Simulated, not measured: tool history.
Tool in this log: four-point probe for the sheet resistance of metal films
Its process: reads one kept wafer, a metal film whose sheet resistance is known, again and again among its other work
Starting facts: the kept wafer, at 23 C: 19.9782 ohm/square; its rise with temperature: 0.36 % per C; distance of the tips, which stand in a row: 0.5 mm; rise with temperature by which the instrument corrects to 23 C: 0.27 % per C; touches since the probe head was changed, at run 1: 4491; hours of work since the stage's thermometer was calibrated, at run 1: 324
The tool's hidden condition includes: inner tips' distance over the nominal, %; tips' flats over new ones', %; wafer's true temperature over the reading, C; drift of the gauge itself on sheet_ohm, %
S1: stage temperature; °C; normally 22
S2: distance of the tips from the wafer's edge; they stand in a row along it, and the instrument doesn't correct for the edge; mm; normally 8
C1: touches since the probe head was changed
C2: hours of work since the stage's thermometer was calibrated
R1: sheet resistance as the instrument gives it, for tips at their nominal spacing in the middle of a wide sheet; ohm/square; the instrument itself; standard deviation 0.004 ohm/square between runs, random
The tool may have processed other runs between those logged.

run 1 hour=0 | S1=22 S2=8 | C1=4491 C2=324 | R1=20.002969
run 2 hour=21.1 | S1=22 S2=8 | C1=4770 C2=336 | R1=20.002148
run 3 hour=35.8 | S1=23 S2=8 | C1=4966 C2=344 | R1=20.025552
run 4 hour=54.6 | S1=23 S2=8 | C1=5215 C2=355 | R1=20.021126
run 5 hour=74.3 | S1=23 S2=8 | C1=5476 C2=366 | R1=20.028166
run 6 hour=105.8 | S1=23 S2=8 | C1=5893 C2=384 | R1=20.015557
run 7 hour=137.7 | S1=22 S2=18 | C1=6316 C2=402 | R1=19.97971
run 8 hour=161.3 | S1=22 S2=18 | C1=6630 C2=415 | R1=19.974506

Run 9 comes next. What will it give?
run 9 hour=193.5 | S1=29 S2=4 | C1=7057 C2=434 | R1=?

Run 9 came out at R1 20.247255 ohm/square.
Had the tool carried no hidden state, the very same run would have given R1 20.246862 ohm/square.
